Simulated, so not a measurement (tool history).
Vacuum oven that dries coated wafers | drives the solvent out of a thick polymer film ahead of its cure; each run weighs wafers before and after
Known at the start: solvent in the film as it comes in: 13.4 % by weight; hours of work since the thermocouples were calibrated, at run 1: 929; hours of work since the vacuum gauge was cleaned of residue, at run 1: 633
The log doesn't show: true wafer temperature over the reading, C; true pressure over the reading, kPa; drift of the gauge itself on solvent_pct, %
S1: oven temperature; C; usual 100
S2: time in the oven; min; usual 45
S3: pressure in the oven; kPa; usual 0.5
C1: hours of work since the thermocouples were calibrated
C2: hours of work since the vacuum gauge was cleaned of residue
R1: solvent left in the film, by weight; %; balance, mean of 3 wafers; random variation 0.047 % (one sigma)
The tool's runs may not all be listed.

{"run": 1, "hour": 0.0, "S1": 100, "S2": 45, "S3": 0.5, "C1": 929, "C2": 633, "R1": 1.94}
{"run": 2, "hour": 23.0, "S1": 100, "S2": 68, "S3": 0.5, "C1": 939, "C2": 643, "R1": 1.01}
{"run": 3, "hour": 51.6, "S1": 100, "S2": 45, "S3": 0.5, "C1": 951, "C2": 655, "R1": 1.95}
{"run": 4, "hour": 75.9, "S1": 100, "S2": 45, "S3": 0.5, "C1": 961, "C2": 666, "R1": 2.09}
{"run": 5, "hour": 117.5, "S1": 100, "S2": 45, "S3": 0.5, "C1": 979, "C2": 683, "R1": 2.05}
{"run": 6, "hour": 163.8, "S1": 100, "S2": 45, "S3": 0.471, "C1": 998, "C2": 703, "R1": 1.97}
{"run": 7, "hour": 189.4, "S1": 100, "S2": 45, "S3": 1.437, "C1": 1009, "C2": 714, "R1": 2.56}
{"run": 8, "hour": 230.6, "S1": 90, "S2": 45, "S3": 1.437, "C1": 1026, "C2": 731, "R1": 4.08}
{"run": 9, "hour": 279.1, "S1": 96, "S2": 45, "S3": 1.437, "C1": 1047, "C2": 752, "R1": 3.01}
{"run": 10, "hour": 303.2, "S1": 107, "S2": 45, "S3": 0.5, "C1": 1057, "C2": 762, "R1": 1.21}
{"run": 11, "hour": 344.2, "S1": 100, "S2": 45, "S3": 0.5, "C1": 1075, "C2": 779, "R1": 2.01}
{"run": 12, "hour": 388.0, "S1": 100, "S2": 73, "S3": 0.5, "C1": 1093, "C2": 798, "R1": 0.83}
{"run": 13, "hour": 409.9, "S1": 100, "S2": 45, "S3": 0.5, "C1": 1102, "C2": 807, "R1": 2.03}
{"run": 14, "hour": 437.9, "S1": 100, "S2": 45, "S3": 1.845, "C1": 1114, "C2": 819, "R1": 2.75}
{"run": 15, "hour": 483.9, "S1": 90, "S2": 45, "S3": 0.5, "C1": 1134, "C2": 838, "R1": 3.5}
{"run": 16, "hour": 516.3, "S1": 90, "S2": 45, "S3": 0.5, "C1": 1147, "C2": 852, "R1": 3.63}
{"run": 17, "hour": 546.7, "S1": 90, "S2": 45, "S3": 0.5, "C1": 1160, "C2": 865, "R1": 3.53}
{"run": 18, "hour": 582.4, "S1": 113, "S2": 45, "S3": 0.5, "C1": 1175, "C2": 880, "R1": 0.79}
{"run": 19, "hour": 614.7, "S1": 100, "S2": 45, "S3": 0.473, "C1": 1189, "C2": 894, "R1": 2.09}
{"run": 20, "hour": 644.2, "S1": 100, "S2": 45, "S3": 0.473, "C1": 1202, "C2": 906, "R1": 2.04}
{"run": 21, "hour": 693.1, "S1": 100, "S2": 45, "S3": 0.473, "C1": 1222, "C2": 927, "R1": 2}
{"run": 22, "hour": 723.3, "S1": 100, "S2": 45, "S3": 0.473, "C1": 1235, "C2": 940, "R1": 2.06}
{"run": 23, "hour": 749.4, "S1": 100, "S2": 45, "S3": 0.473, "C1": 1246, "C2": 951, "R1": 2.15}
{"run": 24, "hour": 787.5, "S1": 106, "S2": 25, "S3": 0.57, "C1": 1262, "C2": 967, "R1": 3.31}
{"run": 25, "hour": 811.8, "S1": 106, "S2": 25, "S3": 0.57, "C1": 1273, "C2": 977, "R1": 3.29}
{"hour": 822.7, "done": "oven's thermocouples calibrated"}
{"run": 26, "hour": 834.8, "S1": 100, "S2": 49, "S3": 0.5, "C1": 5, "C2": 986, "R1": 1.68}
{"run": 27, "hour": 875.3, "S1": 100, "S2": 45, "S3": 0.341, "C1": 22, "C2": 1003, "R1": 1.78}
{"run": 28, "hour": 909.0, "S1": 100, "S2": 45, "S3": 0.341, "C1": 37, "C2": 1018, "R1": 1.73}
{"run": 29, "hour": 945.6, "S1": 87, "S2": 45, "S3": 1.601, "C1": 52, "C2": 1033, "R1": 4.54}
{"hour": 951.3, "done": "vacuum gauge cleaned of residue and calibrated"}
{"run": 30, "hour": 996.3, "S1": 91, "S2": 45, "S3": 0.5, "C1": 73, "C2": 19, "R1": 3.24}
{"run": 31, "hour": 1021.2, "S1": 87, "S2": 57, "S3": 0.5, "C1": 83, "C2": 30, "R1": 3.15}
{"run": 32, "hour": 1065.9, "S1": 108, "S2": 37, "S3": 0.5, "C1": 102, "C2": 49, "R1": 1.58}
{"run": 33, "hour": 1108.6, "S1": 100, "S2": 61, "S3": 1.202, "C1": 120, "C2": 67, "R1": 1.58}
{"run": 34, "hour": 1158.2, "S1": 95, "S2": 25, "S3": 0.405, "C1": 141, "C2": 88, "R1": 4.79}
{"run": 35, "hour": 1199.6, "S1": 92, "S2": 26, "S3": 1.276, "C1": 159, "C2": 105, "R1": 5.55}
{"run": 36, "hour": 1236.3, "S1": 92, "S2": 26, "S3": 1.276, "C1": 175, "C2": 121, "R1": 5.58}
{"hour": 1258.9, "done": "vacuum gauge cleaned of residue and calibrated, once more"}
{"run": 37, "hour": 1276.9, "S1": 92, "S2": 26, "S3": 1.276, "C1": 191, "C2": 8, "R1": 5.24}
{"run": 38, "hour": 1300.7, "S1": 101, "S2": 60, "S3": 0.5, "C1": 201, "C2": 18, "R1": 0.94}
{"run": 39, "hour": 1343.5, "S1": 101, "S2": 60, "S3": 0.49, "C1": 219, "C2": 36, "R1": 0.89}
{"run": 40, "hour": 1375.0, "S1": 110, "S2": 24, "S3": 0.548, "C1": 233, "C2": 49, "R1": 2.44}
{"run": 41, "hour": 1423.8, "S1": 103, "S2": 57, "S3": 1.056, "C1": 253, "C2": 70, "R1": 1.11}
{"run": 42, "hour": 1462.9, "S1": 103, "S2": 57, "S3": 1.056, "C1": 270, "C2": 86, "R1": 1.16}
{"run": 43, "hour": 1490.1, "S1": 100, "S2": 79, "S3": 1.127, "C1": 281, "C2": 98, "R1": 0.88}
{"run": 44, "hour": 1520.9, "S1": 85, "S2": 30, "S3": 1.648, "C1": 294, "C2": 111, "R1": 6.29}
{"run": 45, "hour": 1545.5, "S1": 85, "S2": 30, "S3": 1.648, "C1": 305, "C2": 121, "R1": 6.29}
{"run": 46, "hour": 1592.8, "S1": 99, "S2": 51, "S3": 1.315, "C1": 325, "C2": 141, "R1": 2.01}

How the hidden state differs across the entries between the runs, from the last listed run before each to the first after it:
Between runs 25 and 26: oven's thermocouples calibrated (hour 822.7)
  true wafer temperature over the reading, C: -2.1 -> 0.01; true pressure over the reading, kPa: 0.323 -> 0.326
  measured less the result without the state, R1: +0.43 -> +0.16 %
Between runs 29 and 30: vacuum gauge cleaned of residue and calibrated (hour 951.3)
  true wafer temperature over the reading, C: -0.07 -> -0.11; true pressure over the reading, kPa: 0.342 -> 0.498
  measured less the result without the state, R1: +0.24 -> +0.32 %
Between runs 36 and 37: vacuum gauge cleaned of residue and calibrated, once more (hour 1258.9)
  true wafer temperature over the reading, C: -0.27 -> -0.29; true pressure over the reading, kPa: 0.533 -> 0.026
  measured less the result without the state, R1: +0.3 -> +0.06 %

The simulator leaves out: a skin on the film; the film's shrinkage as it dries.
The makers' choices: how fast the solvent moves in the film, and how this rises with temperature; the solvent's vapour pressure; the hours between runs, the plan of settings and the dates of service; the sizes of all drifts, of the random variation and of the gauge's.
